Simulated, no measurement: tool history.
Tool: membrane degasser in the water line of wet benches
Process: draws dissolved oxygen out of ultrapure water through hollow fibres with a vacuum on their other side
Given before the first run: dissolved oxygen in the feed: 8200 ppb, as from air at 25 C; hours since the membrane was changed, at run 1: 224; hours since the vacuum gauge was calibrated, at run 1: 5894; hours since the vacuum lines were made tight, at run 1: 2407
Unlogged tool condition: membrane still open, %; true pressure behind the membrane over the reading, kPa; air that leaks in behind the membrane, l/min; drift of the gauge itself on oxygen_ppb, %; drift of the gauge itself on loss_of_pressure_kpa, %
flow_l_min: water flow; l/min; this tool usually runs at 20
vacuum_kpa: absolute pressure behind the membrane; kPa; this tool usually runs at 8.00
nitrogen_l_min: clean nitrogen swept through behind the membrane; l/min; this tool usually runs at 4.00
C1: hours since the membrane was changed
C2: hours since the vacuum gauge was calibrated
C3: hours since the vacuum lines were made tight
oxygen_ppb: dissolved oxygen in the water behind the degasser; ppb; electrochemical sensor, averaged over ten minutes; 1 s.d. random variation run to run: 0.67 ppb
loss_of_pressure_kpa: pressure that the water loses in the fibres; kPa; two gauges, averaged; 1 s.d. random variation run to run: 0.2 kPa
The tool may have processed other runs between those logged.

{"run": 1, "day": 0.0, "flow_l_min": 20, "vacuum_kpa": 8.0, "nitrogen_l_min": 4.0, "C1": 224, "C2": 5894, "C3": 2407, "oxygen_ppb": 60.1, "loss_of_pressure_kpa": 44.29}
{"run": 2, "day": 3.067, "flow_l_min": 20, "vacuum_kpa": 8.0, "nitrogen_l_min": 4.0, "C1": 298, "C2": 5967, "C3": 2481, "oxygen_ppb": 59.8, "loss_of_pressure_kpa": 44.42}
{"run": 3, "day": 5.388, "flow_l_min": 20, "vacuum_kpa": 8.0, "nitrogen_l_min": 4.0, "C1": 354, "C2": 6023, "C3": 2536, "oxygen_ppb": 59.1, "loss_of_pressure_kpa": 44.22}
{"run": 4, "day": 7.133, "flow_l_min": 20, "vacuum_kpa": 8.0, "nitrogen_l_min": 11.47, "C1": 396, "C2": 6065, "C3": 2578, "oxygen_ppb": 22.9, "loss_of_pressure_kpa": 44.33}
{"run": 5, "day": 10.383, "flow_l_min": 20, "vacuum_kpa": 8.0, "nitrogen_l_min": 6.02, "C1": 474, "C2": 6143, "C3": 2656, "oxygen_ppb": 40.7, "loss_of_pressure_kpa": 44.16}
{"run": 6, "day": 12.121, "flow_l_min": 20, "vacuum_kpa": 8.0, "nitrogen_l_min": 4.0, "C1": 515, "C2": 6184, "C3": 2698, "oxygen_ppb": 60.7, "loss_of_pressure_kpa": 44.11}
{"run": 7, "day": 14.317, "flow_l_min": 20, "vacuum_kpa": 8.0, "nitrogen_l_min": 4.0, "C1": 568, "C2": 6237, "C3": 2751, "oxygen_ppb": 60.4, "loss_of_pressure_kpa": 44.25}
{"run": 8, "day": 16.308, "flow_l_min": 20, "vacuum_kpa": 8.0, "nitrogen_l_min": 4.0, "C1": 616, "C2": 6285, "C3": 2798, "oxygen_ppb": 60.7, "loss_of_pressure_kpa": 44.01}
{"run": 9, "day": 19.717, "flow_l_min": 13, "vacuum_kpa": 14.1, "nitrogen_l_min": 4.0, "C1": 698, "C2": 6367, "C3": 2880, "oxygen_ppb": 87.0, "loss_of_pressure_kpa": 28.77}
{"run": 10, "day": 22.546, "flow_l_min": 16, "vacuum_kpa": 8.13, "nitrogen_l_min": 9.93, "C1": 766, "C2": 6435, "C3": 2948, "oxygen_ppb": 20.5, "loss_of_pressure_kpa": 35.44}
{"run": 11, "day": 24.642, "flow_l_min": 15, "vacuum_kpa": 5.05, "nitrogen_l_min": 1.68, "C1": 816, "C2": 6485, "C3": 2999, "oxygen_ppb": 40.4, "loss_of_pressure_kpa": 33.05}

Consider 3 possible next runs. They are alternatives, not a sequence: every one starts from the tool as it was left by run 11. What does each give?
{"run": "A", "day": 28.258, "flow_l_min": 22, "vacuum_kpa": 11.44, "nitrogen_l_min": 2.97, "C1": 903, "C2": 6572, "C3": 3085, "oxygen_ppb": "?", "loss_of_pressure_kpa": "?"}
{"run": "B", "day": 28.258, "flow_l_min": 15, "vacuum_kpa": 5.05, "nitrogen_l_min": 2.44, "C1": 903, "C2": 6572, "C3": 3085, "oxygen_ppb": "?", "loss_of_pressure_kpa": "?"}
{"run": "C", "day": 28.258, "flow_l_min": 29, "vacuum_kpa": 6.78, "nitrogen_l_min": 2.08, "C1": 903, "C2": 6572, "C3": 3085, "oxygen_ppb": "?", "loss_of_pressure_kpa": "?"}

run=A oxygen_ppb=147.7 loss_of_pressure_kpa=48.36
run=B oxygen_ppb=27.7 loss_of_pressure_kpa=32.82
run=C oxygen_ppb=122.6 loss_of_pressure_kpa=63.56
Without the tool's hidden state the same runs would have given:
run=A oxygen_ppb=147.5 loss_of_pressure_kpa=48.95
run=B oxygen_ppb=27.5 loss_of_pressure_kpa=33.22
run=C oxygen_ppb=122.3 loss_of_pressure_kpa=64.34
